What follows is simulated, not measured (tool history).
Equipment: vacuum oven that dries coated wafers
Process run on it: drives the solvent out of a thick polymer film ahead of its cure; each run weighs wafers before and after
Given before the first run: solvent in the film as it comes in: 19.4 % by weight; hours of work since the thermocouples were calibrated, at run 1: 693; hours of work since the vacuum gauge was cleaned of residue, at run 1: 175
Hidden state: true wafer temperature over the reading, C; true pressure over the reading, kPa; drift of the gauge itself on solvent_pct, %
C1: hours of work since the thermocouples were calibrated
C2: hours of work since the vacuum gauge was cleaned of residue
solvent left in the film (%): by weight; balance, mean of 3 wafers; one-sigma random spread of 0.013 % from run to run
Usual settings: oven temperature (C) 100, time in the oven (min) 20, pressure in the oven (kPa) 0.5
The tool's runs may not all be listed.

run 1 day=0 | oven_temperature_(C)=100 time_in_the_oven_(min)=20 pressure_in_the_oven_(kPa)=0.5 | C1=693 C2=175 | solvent_left_in_the_film_(%)=3.77
run 2 day=0.492 | oven_temperature_(C)=100 time_in_the_oven_(min)=20 pressure_in_the_oven_(kPa)=0.5 | C1=702 C2=183 | solvent_left_in_the_film_(%)=3.77
-- day=0.912 oven's thermocouples calibrated
run 3 day=1.054 | oven_temperature_(C)=100 time_in_the_oven_(min)=20 pressure_in_the_oven_(kPa)=0.5 | C1=3 C2=192 | solvent_left_in_the_film_(%)=3.98
run 4 day=1.425 | oven_temperature_(C)=100 time_in_the_oven_(min)=20 pressure_in_the_oven_(kPa)=0.5 | C1=9 C2=199 | solvent_left_in_the_film_(%)=3.97
run 5 day=1.842 | oven_temperature_(C)=100 time_in_the_oven_(min)=20 pressure_in_the_oven_(kPa)=0.5 | C1=17 C2=206 | solvent_left_in_the_film_(%)=3.96
run 6 day=2.162 | oven_temperature_(C)=100 time_in_the_oven_(min)=20 pressure_in_the_oven_(kPa)=0.5 | C1=22 C2=212 | solvent_left_in_the_film_(%)=3.98
run 7 day=2.7 | oven_temperature_(C)=100 time_in_the_oven_(min)=20 pressure_in_the_oven_(kPa)=0.884 | C1=32 C2=222 | solvent_left_in_the_film_(%)=4.44
run 8 day=3.112 | oven_temperature_(C)=100 time_in_the_oven_(min)=20 pressure_in_the_oven_(kPa)=0.5 | C1=40 C2=229 | solvent_left_in_the_film_(%)=3.98
run 9 day=3.488 | oven_temperature_(C)=100 time_in_the_oven_(min)=20 pressure_in_the_oven_(kPa)=0.5 | C1=46 C2=236 | solvent_left_in_the_film_(%)=3.97
run 10 day=3.862 | oven_temperature_(C)=100 time_in_the_oven_(min)=20 pressure_in_the_oven_(kPa)=0.5 | C1=53 C2=243 | solvent_left_in_the_film_(%)=3.97
run 11 day=4.2 | oven_temperature_(C)=100 time_in_the_oven_(min)=20 pressure_in_the_oven_(kPa)=0.5 | C1=59 C2=249 | solvent_left_in_the_film_(%)=3.96
run 12 day=4.588 | oven_temperature_(C)=100 time_in_the_oven_(min)=20 pressure_in_the_oven_(kPa)=0.413 | C1=66 C2=256 | solvent_left_in_the_film_(%)=3.86
run 13 day=5.117 | oven_temperature_(C)=100 time_in_the_oven_(min)=14 pressure_in_the_oven_(kPa)=0.413 | C1=76 C2=265 | solvent_left_in_the_film_(%)=5.74
run 14 day=5.446 | oven_temperature_(C)=100 time_in_the_oven_(min)=14 pressure_in_the_oven_(kPa)=0.413 | C1=82 C2=271 | solvent_left_in_the_film_(%)=5.79
run 15 day=6.029 | oven_temperature_(C)=100 time_in_the_oven_(min)=14 pressure_in_the_oven_(kPa)=0.439 | C1=92 C2=282 | solvent_left_in_the_film_(%)=5.78
run 16 day=6.525 | oven_temperature_(C)=100 time_in_the_oven_(min)=11 pressure_in_the_oven_(kPa)=0.439 | C1=101 C2=291 | solvent_left_in_the_film_(%)=7.12
run 17 day=6.979 | oven_temperature_(C)=110 time_in_the_oven_(min)=20 pressure_in_the_oven_(kPa)=1.022 | C1=109 C2=299 | solvent_left_in_the_film_(%)=1.78
run 18 day=7.446 | oven_temperature_(C)=100 time_in_the_oven_(min)=27 pressure_in_the_oven_(kPa)=0.5 | C1=118 C2=307 | solvent_left_in_the_film_(%)=2.61
run 19 day=7.846 | oven_temperature_(C)=112 time_in_the_oven_(min)=27 pressure_in_the_oven_(kPa)=1.044 | C1=125 C2=314 | solvent_left_in_the_film_(%)=1.17
run 20 day=8.4 | oven_temperature_(C)=104 time_in_the_oven_(min)=16 pressure_in_the_oven_(kPa)=1.762 | C1=135 C2=324 | solvent_left_in_the_film_(%)=4.95
run 21 day=8.921 | oven_temperature_(C)=111 time_in_the_oven_(min)=26 pressure_in_the_oven_(kPa)=1.358 | C1=144 C2=334 | solvent_left_in_the_film_(%)=1.59
run 22 day=9.404 | oven_temperature_(C)=111 time_in_the_oven_(min)=20 pressure_in_the_oven_(kPa)=0.369 | C1=153 C2=343 | solvent_left_in_the_film_(%)=0.99
run 23 day=9.933 | oven_temperature_(C)=100 time_in_the_oven_(min)=13 pressure_in_the_oven_(kPa)=0.886 | C1=162 C2=352 | solvent_left_in_the_film_(%)=6.61
run 24 day=10.379 | oven_temperature_(C)=100 time_in_the_oven_(min)=13 pressure_in_the_oven_(kPa)=0.886 | C1=171 C2=360 | solvent_left_in_the_film_(%)=6.62

Below are 3 alternative next runs, each starting from the tool's condition after run 24. Predict each:
run A day=10.875 | oven_temperature_(C)=103 time_in_the_oven_(min)=16 pressure_in_the_oven_(kPa)=1.907 | C1=179 C2=369 | solvent_left_in_the_film_(%)=?
run B day=10.875 | oven_temperature_(C)=110 time_in_the_oven_(min)=12 pressure_in_the_oven_(kPa)=0.252 | C1=179 C2=369 | solvent_left_in_the_film_(%)=?
run C day=10.875 | oven_temperature_(C)=95 time_in_the_oven_(min)=35 pressure_in_the_oven_(kPa)=0.685 | C1=179 C2=369 | solvent_left_in_the_film_(%)=?

run=A solvent_left_in_the_film_(%)=5.45
run=B solvent_left_in_the_film_(%)=2.76
run=C solvent_left_in_the_film_(%)=3.38
What these runs would have given with no unlogged condition in the tool:
run=A solvent_left_in_the_film_(%)=5.62
run=B solvent_left_in_the_film_(%)=2.9
run=C solvent_left_in_the_film_(%)=3.49

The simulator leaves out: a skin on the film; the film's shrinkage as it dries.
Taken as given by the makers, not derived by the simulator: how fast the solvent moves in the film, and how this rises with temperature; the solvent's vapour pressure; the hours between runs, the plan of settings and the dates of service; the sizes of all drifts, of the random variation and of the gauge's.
